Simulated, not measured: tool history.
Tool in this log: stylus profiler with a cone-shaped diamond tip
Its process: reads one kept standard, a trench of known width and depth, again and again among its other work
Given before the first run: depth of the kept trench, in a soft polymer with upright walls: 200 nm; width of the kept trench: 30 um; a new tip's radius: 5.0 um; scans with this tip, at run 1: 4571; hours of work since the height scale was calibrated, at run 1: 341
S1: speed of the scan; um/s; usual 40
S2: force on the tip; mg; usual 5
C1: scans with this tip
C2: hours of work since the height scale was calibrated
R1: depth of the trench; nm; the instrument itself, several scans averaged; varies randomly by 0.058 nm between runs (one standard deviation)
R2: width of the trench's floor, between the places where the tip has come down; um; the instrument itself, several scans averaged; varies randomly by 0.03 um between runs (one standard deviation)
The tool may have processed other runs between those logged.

run,hour,S1,S2,C1,C2,R1,R2
1,0,40,5,4571,341,202.98,26.71
2,12.5,40,5,4642,347,202.98,26.71
3,39,40,12.37,4791,358,205.69,26.7
4,52.7,40,12.34,4867,363,205.57,26.75
5,77.4,40,4.8,5007,374,202.89,26.67
6,105.7,40,5,5166,386,203.04,26.63
7,131.7,40,6.36,5312,397,203.55,26.62
8,144.9,40,3.18,5386,402,202.2,26.57
9,172.8,40,3.18,5544,414,202.2,26.58
10,196.7,76,3.18,5678,424,202.08,26.36
11,214.7,76,3.18,5780,432,202.14,26.38
12,234.2,18,5,5889,440,202.98,26.68
13,254.6,18,5,6004,448,202.99,26.63
14,267.6,18,5,6078,454,202.91,26.63
15,293.6,25,5,6224,465,202.97,26.6
16,315.5,141,5,6347,474,202.87,26.2
17,336.1,141,5,6463,483,202.92,26.13
18,351.2,40,5,6548,489,202.92,26.54
19,368.2,40,5,6644,496,203.01,26.52
# hour 371.5: height scale calibrated on a step standard
20,381.2,40,5,6714,4,203,26.54
21,396,40,5,6797,10,202.89,26.54
22,418.9,25,3.88,6926,20,202.39,26.55
23,437.1,43,6.12,7029,28,203.29,26.52
24,453.1,153,2.58,7119,34,201.83,25.92
# hour 461.1: height scale calibrated on a step standard, once more
25,482.9,139,2.62,7283,9,202.03,25.9
26,509.3,21,2.28,7432,20,201.86,26.55
27,528.8,75,3.52,7542,28,202.61,26.26
28,541.9,151,2.31,7616,34,201.77,25.8
29,560.9,151,2.31,7723,42,201.87,25.86
30,585.5,58,5,7861,52,203.14,26.37
31,615.4,52,5.8,8030,65,203.45,26.39
32,636.2,52,5.8,8147,74,203.4,26.36
33,662.4,27,3.68,8294,85,202.44,26.42
34,685.9,27,3.68,8426,94,202.56,26.43
35,701.3,65,10.9,8513,101,205.26,26.38
36,727.9,40,3.27,8663,112,202.35,26.35
37,746.9,13,3.62,8769,120,202.47,26.46
38,769.4,13,3.62,8896,130,202.44,26.43
39,793.8,13,3.62,9033,140,202.61,26.39
40,811.2,22,4.76,9131,147,202.91,26.37

Per-run results on a tool with no hidden state, each run keeping its own random variation:
The tool's hidden condition here consists of: radius of the tip, um; height scale over the true one, %; drift of the gauge itself on depth_nm, %; drift of the gauge itself on floor_um, %.
run,R1,R2
1,203.12,27.09
2,203.12,27.1
3,205.84,27.1
4,205.73,27.15
5,203.05,27.09
6,203.2,27.06
7,203.71,27.06
8,202.36,27.01
9,202.36,27.04
10,202.24,26.82
11,202.31,26.85
12,203.15,27.17
13,203.16,27.12
14,203.08,27.13
15,203.15,27.1
16,203.05,26.71
17,203.11,26.66
18,203.1,27.07
19,203.2,27.06
20,203.23,27.08
21,203.13,27.09
22,202.63,27.11
23,203.53,27.09
24,202.07,26.5
25,202.02,26.48
26,201.85,27.15
27,202.6,26.87
28,201.77,26.41
29,201.87,26.48
30,203.14,27
31,203.46,27.03
32,203.4,27
33,202.45,27.08
34,202.57,27.1
35,205.27,27.05
36,202.37,27.04
37,202.48,27.15
38,202.46,27.13
39,202.63,27.1
40,202.94,27.09

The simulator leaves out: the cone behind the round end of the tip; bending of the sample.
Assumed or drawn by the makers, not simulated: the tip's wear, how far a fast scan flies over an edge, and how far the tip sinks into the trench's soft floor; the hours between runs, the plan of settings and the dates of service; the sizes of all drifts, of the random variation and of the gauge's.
